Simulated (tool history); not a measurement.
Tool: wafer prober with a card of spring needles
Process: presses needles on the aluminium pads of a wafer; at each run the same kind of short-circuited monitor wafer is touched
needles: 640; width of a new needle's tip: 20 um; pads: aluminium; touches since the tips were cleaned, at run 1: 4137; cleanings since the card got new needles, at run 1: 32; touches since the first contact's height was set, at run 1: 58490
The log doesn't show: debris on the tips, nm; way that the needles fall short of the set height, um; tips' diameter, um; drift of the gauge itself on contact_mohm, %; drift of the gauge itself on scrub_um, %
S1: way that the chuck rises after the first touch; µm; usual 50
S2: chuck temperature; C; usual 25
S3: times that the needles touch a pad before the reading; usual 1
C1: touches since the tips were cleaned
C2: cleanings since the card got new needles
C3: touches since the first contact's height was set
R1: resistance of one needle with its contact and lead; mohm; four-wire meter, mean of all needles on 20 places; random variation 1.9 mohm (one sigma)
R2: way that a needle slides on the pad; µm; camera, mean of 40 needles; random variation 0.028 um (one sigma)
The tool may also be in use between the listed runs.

run,hour,S1,S2,S3,C1,C2,C3,R1,R2
1,0.0,50,25,1,4137,32,58490,524,6.76
# hour 3.4: tips cleaned on abrasive film
# hour 19.6: tips cleaned on abrasive film
# hour 36.2: tips cleaned on abrasive film
2,41.2,50,25,1,1845,35,73674,391,6.72
# hour 50.9: tips cleaned on abrasive film
# hour 64.3: tips cleaned on abrasive film
3,73.0,61,25,1,3214,37,85399,384,8.19
# hour 79.7: tips cleaned on abrasive film
# hour 95.9: tips cleaned on abrasive film
# hour 111.9: tips cleaned on abrasive film
# hour 128.6: tips cleaned on abrasive film
4,129.2,61,25,1,225,41,106121,229,8.20
# hour 142.1: tips cleaned on abrasive film
# hour 158.8: tips cleaned on abrasive film
5,168.8,61,25,1,3698,43,120736,430,8.16
# hour 174.9: tips cleaned on abrasive film
# hour 191.5: tips cleaned on abrasive film
# hour 204.8: height of the first contact set anew
# hour 207.9: tips cleaned on abrasive film
6,212.0,61,25,1,1532,46,2644,310,8.35
# hour 222.1: tips cleaned on abrasive film
# hour 238.8: tips cleaned on abrasive film
# hour 254.9: tips cleaned on abrasive film
# hour 270.5: tips cleaned on abrasive film
7,272.1,61,25,1,565,50,24797,264,8.30
# hour 284.9: tips cleaned on abrasive film
# hour 300.6: tips cleaned on abrasive film
# hour 314.5: tips cleaned on abrasive film
8,314.5,50,25,2,0,53,40457,231,6.74
# hour 330.8: tips cleaned on abrasive film
# hour 347.1: tips cleaned on abrasive film
9,350.8,50,25,1,1350,55,53828,336,6.77
# hour 363.0: tips cleaned on abrasive film
# hour 379.7: tips cleaned on abrasive film
# hour 396.2: tips cleaned on abrasive film
# hour 412.7: tips cleaned on abrasive film
10,414.5,50,25,1,667,59,77339,312,6.72
# hour 427.9: tips cleaned on abrasive film
# hour 443.6: tips cleaned on abrasive film
11,448.2,50,25,1,1719,61,89797,405,6.68
# hour 457.8: tips cleaned on abrasive film
# hour 474.0: tips cleaned on abrasive film
# hour 487.4: tips cleaned on abrasive film
# hour 503.7: tips cleaned on abrasive film
12,510.5,50,25,1,2514,65,112754,461,6.71
# hour 517.2: tips cleaned on abrasive film
# hour 534.0: tips cleaned on abrasive film
# hour 550.2: tips cleaned on abrasive film
# hour 566.3: tips cleaned on abrasive film
# hour 569.5: height of the first contact set anew
13,571.6,50,25,1,1828,69,774,390,6.89
# hour 581.6: tips cleaned on abrasive film
# hour 597.9: tips cleaned on abrasive film
14,610.4,50,25,1,4641,71,15121,564,6.75
# hour 613.8: tips cleaned on abrasive film
# hour 630.6: tips cleaned on abrasive film
# hour 646.7: tips cleaned on abrasive film
15,650.7,57,28,1,1480,74,29974,327,7.71
# hour 660.8: tips cleaned on abrasive film
# hour 677.5: tips cleaned on abrasive film
# hour 694.3: tips cleaned on abrasive film
# hour 711.0: tips cleaned on abrasive film
16,716.1,57,28,1,1893,78,54103,386,7.64

Run 17 comes next. What will it give?
# hour 725.9: tips cleaned on abrasive film
# hour 742.6: tips cleaned on abrasive film
# hour 758.3: tips cleaned on abrasive film
# hour 775.0: tips cleaned on abrasive film
17,780.9,57,28,1,2204,82,78024,?,?

R1: 388 mohm
R2: 7.67 µm
Without the tool's hidden state the same run would have given R1 205 mohm, R2 7.78 µm.

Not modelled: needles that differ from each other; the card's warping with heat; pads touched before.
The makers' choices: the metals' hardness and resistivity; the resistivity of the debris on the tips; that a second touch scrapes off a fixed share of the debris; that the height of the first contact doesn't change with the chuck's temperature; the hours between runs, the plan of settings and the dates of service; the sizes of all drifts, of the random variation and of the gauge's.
